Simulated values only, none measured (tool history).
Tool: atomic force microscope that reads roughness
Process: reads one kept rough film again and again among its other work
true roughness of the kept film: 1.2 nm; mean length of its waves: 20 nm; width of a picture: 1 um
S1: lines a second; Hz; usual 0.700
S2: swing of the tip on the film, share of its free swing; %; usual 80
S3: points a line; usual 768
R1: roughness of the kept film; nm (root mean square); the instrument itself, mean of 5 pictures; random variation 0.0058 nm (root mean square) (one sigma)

{"run": 1, "hour": 0.0, "S1": 0.7, "S2": 80, "S3": 768, "R1": 1.053}
{"run": 2, "hour": 51.4, "S1": 0.7, "S2": 80, "S3": 768, "R1": 0.982}
{"run": 3, "hour": 86.7, "S1": 0.7, "S2": 80, "S3": 768, "R1": 0.95}
{"run": 4, "hour": 122.1, "S1": 0.7, "S2": 80, "S3": 984, "R1": 0.913}
{"run": 5, "hour": 148.1, "S1": 0.7, "S2": 80, "S3": 984, "R1": 0.896}
{"run": 6, "hour": 184.8, "S1": 0.7, "S2": 80, "S3": 984, "R1": 0.849}
{"hour": 203.6, "done": "new tip fitted"}
{"run": 7, "hour": 229.7, "S1": 0.7, "S2": 80, "S3": 984, "R1": 1.012}
{"run": 8, "hour": 284.7, "S1": 0.7, "S2": 80, "S3": 984, "R1": 0.952}
{"hour": 288.3, "done": "height scale calibrated on a step standard"}
{"run": 9, "hour": 320.2, "S1": 3.995, "S2": 78, "S3": 984, "R1": 0.747}
{"run": 10, "hour": 371.3, "S1": 3.995, "S2": 78, "S3": 984, "R1": 0.708}
{"run": 11, "hour": 400.2, "S1": 3.995, "S2": 78, "S3": 984, "R1": 0.689}
{"hour": 405.6, "done": "new tip fitted"}
{"run": 12, "hour": 450.4, "S1": 0.975, "S2": 78, "S3": 457, "R1": 0.976}
{"run": 13, "hour": 501.2, "S1": 3.889, "S2": 80, "S3": 768, "R1": 0.76}

3 ways to go on from here, each from the tool as it stands after run 13. What would each give?
{"hour": 509.9, "done": "height scale calibrated on a step standard, once more"}
{"run": "A", "hour": 537.1, "S1": 3.889, "S2": 76, "S3": 768, "R1": "?"}
{"hour": 509.9, "done": "height scale calibrated on a step standard, once more"}
{"run": "B", "hour": 537.1, "S1": 1.827, "S2": 83, "S3": 768, "R1": "?"}
{"hour": 509.9, "done": "height scale calibrated on a step standard, once more"}
{"run": "C", "hour": 537.1, "S1": 0.569, "S2": 88, "S3": 768, "R1": "?"}

run=A R1=0.752
run=B R1=0.812
run=C R1=0.881
Without the tool's hidden state the same runs would have given:
run=A R1=0.881
run=B R1=0.951
run=C R1=1.033
